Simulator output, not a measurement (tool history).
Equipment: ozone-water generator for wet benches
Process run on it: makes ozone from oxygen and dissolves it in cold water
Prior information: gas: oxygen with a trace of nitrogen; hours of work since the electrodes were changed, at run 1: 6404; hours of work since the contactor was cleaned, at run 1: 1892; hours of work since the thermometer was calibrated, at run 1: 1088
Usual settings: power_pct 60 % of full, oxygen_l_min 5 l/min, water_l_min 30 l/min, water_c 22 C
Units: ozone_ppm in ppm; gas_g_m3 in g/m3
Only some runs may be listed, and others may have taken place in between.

run,hour,power_pct,oxygen_l_min,water_l_min,water_c,hours of work since the electrodes were changed,hours of work since the contactor was cleaned,hours of work since the thermometer was calibrated,ozone_ppm,gas_g_m3
1,0,60,5,30,22,6404,1892,1088,8.5,101.3
2,111.3,60,5,30,22,6514,2001,1198,8.5,100.8
3,312.7,60,5,30,22,6712,2199,1396,8.5,102
# hour 346.8: contactor cleaned
# hour 461.9: electrodes of the discharge changed
4,512.5,60,3.09,30,22,50,157,1582,11.7,184.8
5,687.6,60,5,22,22,222,329,1755,14.6,129.7
6,868.9,60,5,22,22,401,508,1933,14.6,130.8
7,1071.7,44,5,22,22,600,708,2133,10.9,98.7
8,1236.8,44,5,22,22,763,870,2295,11,96.8
9,1400.2,44,5,22,22,923,1031,2456,11.1,97.8
10,1597.5,60,5,30,22,1118,1225,2650,10.9,126.5
11,1788,60,5,30,22,1305,1412,2838,10.8,126.4
12,1919.3,60,5,30,22,1434,1542,2967,10.8,126.4
# hour 1982.7: water thermometer calibrated
13,2109.3,60,5,30,22,1621,1728,125,10.6,125.3
14,2268.9,60,4.51,30,22,1778,1885,282,10.7,134.9
15,2373.9,60,4.51,30,22,1881,1988,385,10.7,130.9
16,2517.7,60,4.51,30,22,2023,2130,527,10.6,132.9
# hour 2621.8: contactor cleaned
17,2677.9,60,4.51,30,22,2176,55,680,11,133
18,2892.4,60,2.69,30,25,2387,266,891,10.3,189.4
19,3017.1,60,2.69,30,25,2510,389,1014,10.2,187.7
20,3200.8,72,2.69,21,25,2691,570,1195,16.6,217
21,3413.8,46,8.38,37,23,2901,779,1404,6.4,67.8

Run 22, settings as shown, results not yet in. Your forecast:
22,3610.1,42,5,32,20,3094,973,1598,?,?

{"run 22": {"ozone_ppm": 7.4, "gas_g_m3": 89.7}}
The same run, on a tool lacking any hidden state, would have yielded ozone_ppm 8 ppm, gas_g_m3 95.4 g/m3.
